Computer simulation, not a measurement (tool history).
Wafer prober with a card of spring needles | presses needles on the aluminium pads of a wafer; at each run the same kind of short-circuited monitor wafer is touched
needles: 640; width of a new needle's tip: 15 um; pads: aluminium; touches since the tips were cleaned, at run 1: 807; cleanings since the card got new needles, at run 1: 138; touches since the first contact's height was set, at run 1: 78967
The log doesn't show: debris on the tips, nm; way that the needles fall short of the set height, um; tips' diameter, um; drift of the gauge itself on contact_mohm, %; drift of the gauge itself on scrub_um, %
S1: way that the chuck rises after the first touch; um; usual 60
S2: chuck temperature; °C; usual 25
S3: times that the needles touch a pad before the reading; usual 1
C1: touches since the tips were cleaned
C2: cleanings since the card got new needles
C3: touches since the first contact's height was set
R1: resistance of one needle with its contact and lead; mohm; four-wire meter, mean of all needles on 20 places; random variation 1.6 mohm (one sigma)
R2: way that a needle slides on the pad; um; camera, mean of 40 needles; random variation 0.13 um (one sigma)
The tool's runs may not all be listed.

run	hour	S1	S2	S3	C1	C2	C3	R1	R2
1	0	60	25	1	807	138	78967	162	10.02
# hour 5.7: tips cleaned on abrasive film
# hour 14.4: tips cleaned on abrasive film
# hour 23.6: tips cleaned on abrasive film
2	30.9	60	25	1	2059	141	87616	161	9.92
# hour 32.9: tips cleaned on abrasive film
# hour 41.2: tips cleaned on abrasive film
# hour 49.4: tips cleaned on abrasive film
3	49.4	65	25	1	0	144	92759	160	11.01
# hour 57.9: tips cleaned on abrasive film
# hour 66.9: tips cleaned on abrasive film
4	70.4	65	25	1	1000	146	98656	158	11.13
# hour 76.1: tips cleaned on abrasive film
# hour 85.1: tips cleaned on abrasive film
5	86.3	65	25	1	350	148	103098	159	10.91
# hour 93.7: tips cleaned on abrasive film
# hour 103: tips cleaned on abrasive film
6	105.8	45	25	1	788	150	108549	165	7.48

Forecast run 7:
# hour 111.1: tips cleaned on abrasive film
# hour 119.5: tips cleaned on abrasive film
# hour 127.9: tips cleaned on abrasive film
# hour 136.7: tips cleaned on abrasive film
7	136.7	45	25	1	0	154	117158	?	?

R1: 164 mohm
R2: 7.59 um
Without the tool's hidden state the same run would have given R1 163 mohm, R2 7.6 um.
